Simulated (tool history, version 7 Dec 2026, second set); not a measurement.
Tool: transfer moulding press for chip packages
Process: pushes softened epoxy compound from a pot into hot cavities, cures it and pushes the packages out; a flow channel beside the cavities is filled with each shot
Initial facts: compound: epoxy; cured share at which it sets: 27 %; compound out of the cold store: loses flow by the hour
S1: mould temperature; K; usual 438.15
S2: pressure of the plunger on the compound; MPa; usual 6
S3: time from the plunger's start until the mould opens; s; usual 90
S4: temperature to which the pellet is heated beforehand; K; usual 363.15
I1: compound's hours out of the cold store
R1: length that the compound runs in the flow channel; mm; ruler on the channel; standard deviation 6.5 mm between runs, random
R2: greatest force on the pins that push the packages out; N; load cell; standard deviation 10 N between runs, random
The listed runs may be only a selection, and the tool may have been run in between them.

run,hour,S1,S2,S3,S4,I1,R1,R2
1,0,438.15,6,90,363.15,22.3,796,509
2,19.3,438.15,6,90,364.15,36.2,726,472
# hour 37.7: plunger's sealing rings changed
# hour 43.9: cavities cleaned with cleaning compound and waxed
3,58.6,435.15,6,90,363.15,12.7,845,657
4,79,438.15,6,90,363.15,33.7,734,479
5,105.4,438.15,6,90,363.15,29.2,761,474
# hour 118.7: cavities cleaned with cleaning compound and waxed
6,126.9,438.15,6,90,363.15,27.6,781,505
7,150.9,438.15,6,90,363.15,31.7,737,469
8,180.1,438.15,6,90,363.15,16.9,838,509
# hour 193.3: cavities cleaned with cleaning compound and waxed
9,208.6,438.15,6.72,90,363.15,28.1,820,482
10,247.2,441.15,6.72,90,363.15,23.1,821,416
# hour 268.2: cavities cleaned with cleaning compound and waxed
11,282.1,441.15,6.72,90,363.15,41.8,734,396
12,315.6,438.15,6,109,363.15,13.4,864,390
# hour 343.6: cavities cleaned with cleaning compound and waxed
13,350,438.15,6,109,363.15,17.2,843,374
14,380.4,438.15,6,109,363.15,46.7,690,354
15,407.9,435.15,7,88,360.15,18.4,891,665
# hour 418.1: cavities cleaned with cleaning compound and waxed
16,442.3,444.15,6.78,86,362.15,8.6,897,389
17,477.4,444.15,6.78,111,363.15,23.3,814,324
# hour 494.5: cavities cleaned with cleaning compound and waxed
18,496.1,444.15,6.22,111,355.15,19.4,812,333
19,524.2,431.15,6,90,367.15,8,912,923
# hour 541.7: mould's thermocouples calibrated
20,555.2,441.15,6,108,363.15,43,685,331
# hour 571.5: cavities cleaned with cleaning compound and waxed
21,580.2,441.15,6,108,363.15,20.7,781,354
22,618.4,439.15,6,79,366.15,28,764,596
23,642.2,439.15,6,79,366.15,33.3,744,588
# hour 645.5: cavities cleaned with cleaning compound and waxed
24,665.6,439.15,6,100,366.15,37.8,712,367
25,690.2,439.15,6,100,354.15,34.6,737,386
# hour 717.3: plunger's sealing rings changed
# hour 721.5: cavities cleaned with cleaning compound and waxed
26,726.7,439.15,6,100,354.15,21.1,810,393
27,745.8,438.15,6.02,90,363.15,28.8,776,471

Branching from run 27: 4 alternative next runs. What would each branch give?
A,761.8,438.15,6,86,363.15,43.2,?,?
B,761.8,432.15,5.01,90,371.15,20,?,?
C,761.8,438.15,6,90,362.15,16.6,?,?
D,761.8,438.15,6.02,90,368.15,8.2,?,?

run,R1,R2
A,701,482
B,774,781
C,820,507
D,882,506
Without the tool's hidden state the same runs would have given:
run,R1,R2
A,701,479
B,774,776
C,821,504
D,882,503

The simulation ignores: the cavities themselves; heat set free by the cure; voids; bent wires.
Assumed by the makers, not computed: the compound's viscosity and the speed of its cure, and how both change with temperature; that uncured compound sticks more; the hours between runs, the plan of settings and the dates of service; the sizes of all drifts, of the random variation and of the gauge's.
